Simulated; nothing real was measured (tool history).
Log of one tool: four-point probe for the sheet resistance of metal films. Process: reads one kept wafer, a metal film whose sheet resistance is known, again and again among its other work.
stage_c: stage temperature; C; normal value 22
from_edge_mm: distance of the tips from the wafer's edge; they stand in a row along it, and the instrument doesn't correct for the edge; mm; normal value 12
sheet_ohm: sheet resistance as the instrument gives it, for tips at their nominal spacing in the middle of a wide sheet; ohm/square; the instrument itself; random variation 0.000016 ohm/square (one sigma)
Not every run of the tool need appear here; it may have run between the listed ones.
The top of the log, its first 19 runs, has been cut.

Run 20, hour 205.9: usual settings but from_edge_mm 20 mm. Result: sheet_ohm 0.078884 ohm/square.
Run 21, hour 215.1: usual settings but from_edge_mm 5 mm. Result: sheet_ohm 0.081340 ohm/square.
Run 22, hour 222.7: usual settings but stage_c 29 C, from_edge_mm 38 mm. Result: sheet_ohm 0.078358 ohm/square.
Run 23, hour 233.1: usual settings but stage_c 23 C, from_edge_mm 42 mm. Result: sheet_ohm 0.078716 ohm/square.
Run 24, hour 248.3: usual settings but from_edge_mm 23 mm. Result: sheet_ohm 0.078861 ohm/square.
Run 25, hour 256.7: usual settings but from_edge_mm 6 mm. Result: sheet_ohm 0.080597 ohm/square.
Run 26, hour 268.8: usual settings but stage_c 31 C, from_edge_mm 11 mm. Result: sheet_ohm 0.078789 ohm/square.
Run 27, hour 280.1: usual settings but from_edge_mm 5 mm. Result: sheet_ohm 0.081370 ohm/square.
Run 28, hour 292.6: usual settings but from_edge_mm 11 mm. Result: sheet_ohm 0.079315 ohm/square.
Run 29, hour 302.7: usual settings but from_edge_mm 11 mm. Result: sheet_ohm 0.079286 ohm/square.
Run 30, hour 312.0: usual settings but stage_c 34 C. Result: sheet_ohm 0.078537 ohm/square.
Run 31, hour 327.1: usual settings but stage_c 23 C, from_edge_mm 22 mm. Result: sheet_ohm 0.078803 ohm/square.
Run 32, hour 338.1: usual settings but stage_c 23 C, from_edge_mm 22 mm. Result: sheet_ohm 0.078825 ohm/square.
Run 33, hour 346.4: usual settings but stage_c 23 C, from_edge_mm 22 mm. Result: sheet_ohm 0.078837 ohm/square.
Run 34, hour 355.0: usual settings but stage_c 32 C, from_edge_mm 11 mm. Result: sheet_ohm 0.078742 ohm/square.
Run 35, hour 367.2: usual settings but stage_c 24 C, from_edge_mm 4 mm. Result: sheet_ohm 0.082639 ohm/square.
Run 36, hour 380.3: usual settings but stage_c 34 C, from_edge_mm 37 mm. Result: sheet_ohm 0.078149 ohm/square.
Run 37, hour 394.8: usual settings but stage_c 34 C, from_edge_mm 37 mm. Result: sheet_ohm 0.078112 ohm/square.

Each row is a separate what-if for the run after 37, all from the same tool condition, not one after another. Results?
Run A, hour 404.8: usual settings but stage_c 26 C, from_edge_mm 4 mm. Result: sheet_ohm ?.
Run B, hour 404.8: usual settings but stage_c 29 C. Result: sheet_ohm ?.
Run C, hour 404.8: usual settings but stage_c 25 C, from_edge_mm 10 mm. Result: sheet_ohm ?.

run  sheet_ohm
  A   0.082543
  B   0.078804
  C   0.079240
Take away the tool's hidden state, keep each run's random variation, and the runs would have read:
run  sheet_ohm
  A   0.082045
  B   0.078329
  C   0.078760
